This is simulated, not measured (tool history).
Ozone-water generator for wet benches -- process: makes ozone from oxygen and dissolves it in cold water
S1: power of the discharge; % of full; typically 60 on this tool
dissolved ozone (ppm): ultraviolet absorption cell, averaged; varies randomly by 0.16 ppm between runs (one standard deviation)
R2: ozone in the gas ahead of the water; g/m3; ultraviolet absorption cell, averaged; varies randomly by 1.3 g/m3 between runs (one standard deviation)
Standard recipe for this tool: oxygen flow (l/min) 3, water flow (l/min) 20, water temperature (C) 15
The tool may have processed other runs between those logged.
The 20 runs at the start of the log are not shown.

{"run": 21, "hour": 1649.4, "S1": 68, "oxygen flow (l/min)": 2.22, "water flow (l/min)": 15, "water temperature (C)": 11, "dissolved ozone (ppm)": 26.4, "R2": 291.9}
{"run": 22, "hour": 1737.3, "S1": 68, "oxygen flow (l/min)": 2.22, "water flow (l/min)": 18, "water temperature (C)": 11, "dissolved ozone (ppm)": 22.5, "R2": 294}
{"run": 23, "hour": 1806.5, "S1": 60, "oxygen flow (l/min)": 2.31, "water flow (l/min)": 20, "water temperature (C)": 14, "dissolved ozone (ppm)": 18.7, "R2": 265.7}
{"run": 24, "hour": 1880.3, "S1": 60, "oxygen flow (l/min)": 4.6, "water flow (l/min)": 20, "water temperature (C)": 15, "dissolved ozone (ppm)": 23.2, "R2": 206.7}
{"run": 25, "hour": 1979.8, "S1": 60, "oxygen flow (l/min)": 4.06, "water flow (l/min)": 26, "water temperature (C)": 15, "dissolved ozone (ppm)": 17.8, "R2": 214.9}
{"run": 26, "hour": 2064.6, "S1": 60, "oxygen flow (l/min)": 4.06, "water flow (l/min)": 20, "water temperature (C)": 8, "dissolved ozone (ppm)": 24.2, "R2": 216.8}
{"run": 27, "hour": 2157.8, "S1": 60, "oxygen flow (l/min)": 4.06, "water flow (l/min)": 20, "water temperature (C)": 8, "dissolved ozone (ppm)": 24.3, "R2": 214.5}
{"run": 28, "hour": 2234.4, "S1": 58, "oxygen flow (l/min)": 3, "water flow (l/min)": 29, "water temperature (C)": 15, "dissolved ozone (ppm)": 14.2, "R2": 236}
{"run": 29, "hour": 2295.9, "S1": 72, "oxygen flow (l/min)": 3, "water flow (l/min)": 15, "water temperature (C)": 8, "dissolved ozone (ppm)": 31.4, "R2": 269.1}
{"run": 30, "hour": 2365.2, "S1": 60, "oxygen flow (l/min)": 3, "water flow (l/min)": 28, "water temperature (C)": 13, "dissolved ozone (ppm)": 15.1, "R2": 239.6}
{"run": 31, "hour": 2437.6, "S1": 58, "oxygen flow (l/min)": 3, "water flow (l/min)": 21, "water temperature (C)": 13, "dissolved ozone (ppm)": 19.4, "R2": 233.7}

Branching from run 31: 3 alternative next runs. What would each branch give?
{"run": "A", "hour": 2506.7, "S1": 60, "oxygen flow (l/min)": 2.93, "water flow (l/min)": 26, "water temperature (C)": 15, "dissolved ozone (ppm)": "?", "R2": "?"}
{"run": "B", "hour": 2506.7, "S1": 73, "oxygen flow (l/min)": 3, "water flow (l/min)": 20, "water temperature (C)": 15, "dissolved ozone (ppm)": "?", "R2": "?"}
{"run": "C", "hour": 2506.7, "S1": 58, "oxygen flow (l/min)": 3, "water flow (l/min)": 19, "water temperature (C)": 13, "dissolved ozone (ppm)": "?", "R2": "?"}

run=A dissolved_ozone_(ppm)=15.8 R2=241.6
run=B dissolved_ozone_(ppm)=23.3 R2=272
run=C dissolved_ozone_(ppm)=20.9 R2=231.8
Without the tool's hidden state the same runs would have given:
run=A dissolved_ozone_(ppm)=15.8 R2=246.8
run=B dissolved_ozone_(ppm)=23.3 R2=277.9
run=C dissolved_ozone_(ppm)=20.9 R2=236.8

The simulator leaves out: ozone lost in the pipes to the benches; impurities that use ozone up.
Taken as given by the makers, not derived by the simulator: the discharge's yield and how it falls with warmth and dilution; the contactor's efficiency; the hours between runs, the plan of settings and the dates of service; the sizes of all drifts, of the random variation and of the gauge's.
